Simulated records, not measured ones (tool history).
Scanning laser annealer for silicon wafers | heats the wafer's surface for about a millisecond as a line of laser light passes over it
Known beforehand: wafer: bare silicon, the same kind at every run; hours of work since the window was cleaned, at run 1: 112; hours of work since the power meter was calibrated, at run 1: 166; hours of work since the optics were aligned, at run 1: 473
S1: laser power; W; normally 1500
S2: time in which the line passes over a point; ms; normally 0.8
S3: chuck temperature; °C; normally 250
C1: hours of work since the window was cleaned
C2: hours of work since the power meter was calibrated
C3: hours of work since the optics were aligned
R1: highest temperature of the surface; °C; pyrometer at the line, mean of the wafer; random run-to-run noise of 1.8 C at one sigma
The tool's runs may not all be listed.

{"run": 1, "day": 0.0, "S1": 1500, "S2": 0.8, "S3": 250, "C1": 112, "C2": 166, "C3": 473, "R1": 1018}
{"run": 2, "day": 0.704, "S1": 1500, "S2": 0.8, "S3": 274, "C1": 123, "C2": 178, "C3": 485, "R1": 1042}
{"run": 3, "day": 1.15, "S1": 1500, "S2": 0.8, "S3": 274, "C1": 131, "C2": 185, "C3": 492, "R1": 1036}
{"run": 4, "day": 1.758, "S1": 1563, "S2": 0.8, "S3": 250, "C1": 141, "C2": 195, "C3": 502, "R1": 1053}
{"run": 5, "day": 2.238, "S1": 1563, "S2": 0.8, "S3": 250, "C1": 148, "C2": 203, "C3": 510, "R1": 1053}
{"run": 6, "day": 2.838, "S1": 1563, "S2": 0.8, "S3": 250, "C1": 158, "C2": 212, "C3": 519, "R1": 1053}
{"run": 7, "day": 3.496, "S1": 1563, "S2": 0.8, "S3": 250, "C1": 169, "C2": 223, "C3": 530, "R1": 1050}
{"run": 8, "day": 4.379, "S1": 1563, "S2": 0.8, "S3": 250, "C1": 183, "C2": 237, "C3": 545, "R1": 1048}
{"run": 9, "day": 5.05, "S1": 1500, "S2": 0.8, "S3": 229, "C1": 194, "C2": 248, "C3": 556, "R1": 986}
{"run": 10, "day": 5.733, "S1": 1540, "S2": 0.8, "S3": 250, "C1": 206, "C2": 260, "C3": 567, "R1": 1029}
{"run": 11, "day": 6.388, "S1": 1540, "S2": 0.8, "S3": 250, "C1": 216, "C2": 270, "C3": 577, "R1": 1029}
{"run": 12, "day": 7.117, "S1": 1540, "S2": 0.8, "S3": 250, "C1": 228, "C2": 282, "C3": 589, "R1": 1025}
{"run": 13, "day": 7.825, "S1": 1540, "S2": 0.8, "S3": 250, "C1": 240, "C2": 294, "C3": 601, "R1": 1021}
{"run": 14, "day": 8.708, "S1": 1500, "S2": 0.8, "S3": 250, "C1": 254, "C2": 308, "C3": 615, "R1": 994}
{"run": 15, "day": 9.462, "S1": 1500, "S2": 0.563, "S3": 250, "C1": 266, "C2": 320, "C3": 627, "R1": 861}
{"run": 16, "day": 10.254, "S1": 1500, "S2": 0.8, "S3": 250, "C1": 279, "C2": 333, "C3": 640, "R1": 993}
{"run": 17, "day": 11.075, "S1": 1537, "S2": 0.8, "S3": 250, "C1": 293, "C2": 347, "C3": 654, "R1": 1013}
{"run": 18, "day": 11.958, "S1": 1537, "S2": 0.8, "S3": 250, "C1": 307, "C2": 361, "C3": 668, "R1": 1009}
{"run": 19, "day": 12.621, "S1": 1537, "S2": 0.8, "S3": 250, "C1": 318, "C2": 372, "C3": 679, "R1": 1006}
{"run": 20, "day": 13.504, "S1": 1537, "S2": 0.8, "S3": 250, "C1": 332, "C2": 386, "C3": 693, "R1": 1005}
{"run": 21, "day": 13.971, "S1": 1500, "S2": 0.862, "S3": 250, "C1": 340, "C2": 394, "C3": 701, "R1": 1014}
{"day": 14.55, "done": "window over the wafer cleaned"}
{"run": 22, "day": 14.629, "S1": 1305, "S2": 0.802, "S3": 215, "C1": 1, "C2": 403, "C3": 710, "R1": 877}
{"run": 23, "day": 15.062, "S1": 1500, "S2": 0.8, "S3": 215, "C1": 8, "C2": 410, "C3": 718, "R1": 1000}
{"run": 24, "day": 15.588, "S1": 1367, "S2": 0.607, "S3": 284, "C1": 17, "C2": 419, "C3": 726, "R1": 879}
{"run": 25, "day": 16.496, "S1": 1500, "S2": 0.599, "S3": 248, "C1": 32, "C2": 434, "C3": 741, "R1": 914}
{"run": 26, "day": 17.333, "S1": 1500, "S2": 0.599, "S3": 248, "C1": 45, "C2": 447, "C3": 755, "R1": 913}
{"run": 27, "day": 18.179, "S1": 1500, "S2": 0.649, "S3": 254, "C1": 59, "C2": 461, "C3": 768, "R1": 946}
{"run": 28, "day": 19.05, "S1": 1500, "S2": 0.649, "S3": 254, "C1": 73, "C2": 475, "C3": 783, "R1": 945}
{"run": 29, "day": 19.742, "S1": 1424, "S2": 0.825, "S3": 274, "C1": 85, "C2": 487, "C3": 794, "R1": 1010}
{"run": 30, "day": 20.533, "S1": 1424, "S2": 0.825, "S3": 274, "C1": 98, "C2": 500, "C3": 807, "R1": 1006}
{"run": 31, "day": 21.375, "S1": 1449, "S2": 1, "S3": 250, "C1": 111, "C2": 513, "C3": 820, "R1": 1085}
{"run": 32, "day": 22.308, "S1": 1449, "S2": 1, "S3": 227, "C1": 127, "C2": 529, "C3": 836, "R1": 1059}
{"run": 33, "day": 23.254, "S1": 1444, "S2": 0.673, "S3": 285, "C1": 142, "C2": 544, "C3": 851, "R1": 949}
{"run": 34, "day": 23.817, "S1": 1444, "S2": 0.673, "S3": 285, "C1": 151, "C2": 553, "C3": 860, "R1": 945}
{"run": 35, "day": 24.812, "S1": 1444, "S2": 0.673, "S3": 285, "C1": 167, "C2": 569, "C3": 877, "R1": 945}
{"run": 36, "day": 25.742, "S1": 1444, "S2": 0.724, "S3": 227, "C1": 183, "C2": 585, "C3": 892, "R1": 907}
{"run": 37, "day": 26.696, "S1": 1291, "S2": 0.888, "S3": 241, "C1": 198, "C2": 600, "C3": 907, "R1": 904}
{"run": 38, "day": 27.517, "S1": 1291, "S2": 0.948, "S3": 285, "C1": 212, "C2": 614, "C3": 921, "R1": 973}
{"run": 39, "day": 28.412, "S1": 1500, "S2": 0.609, "S3": 245, "C1": 226, "C2": 628, "C3": 935, "R1": 890}
{"run": 40, "day": 28.925, "S1": 1417, "S2": 0.609, "S3": 269, "C1": 234, "C2": 637, "C3": 944, "R1": 868}
{"run": 41, "day": 29.358, "S1": 1596, "S2": 0.857, "S3": 226, "C1": 242, "C2": 644, "C3": 951, "R1": 1067}
{"day": 30.033, "done": "optics aligned, line set to its width"}
{"run": 42, "day": 30.167, "S1": 1355, "S2": 0.78, "S3": 225, "C1": 251, "C2": 653, "C3": 2, "R1": 886}

Hidden state or all else? Some run-to-run changes of R1, split into what the settings, what came in and random variation would give without the hidden state, and what is left for the hidden state (with any gauge scatter that isn't in both results):
What the log doesn't record here: light that passes the window, % of a clean one's; laser's true power over the reading, %; width of the line over the set one, %; drift of the gauge itself on peak_c, C.
Run 21 -> 22: S1 1500 -> 1305, S2 0.862 -> 0.802, S3 250 -> 215, window over the wafer cleaned. R1 -137 °C: hidden state +62, all else -199.
Run 40 -> 41: S1 1417 -> 1596, S2 0.609 -> 0.857, S3 269 -> 226. R1 +199 °C: hidden state -17, all else +216.
Run 41 -> 42: S1 1596 -> 1355, S2 0.857 -> 0.78, S3 226 -> 225, optics aligned, line set to its width. R1 -181 °C: hidden state +20, all else -201.

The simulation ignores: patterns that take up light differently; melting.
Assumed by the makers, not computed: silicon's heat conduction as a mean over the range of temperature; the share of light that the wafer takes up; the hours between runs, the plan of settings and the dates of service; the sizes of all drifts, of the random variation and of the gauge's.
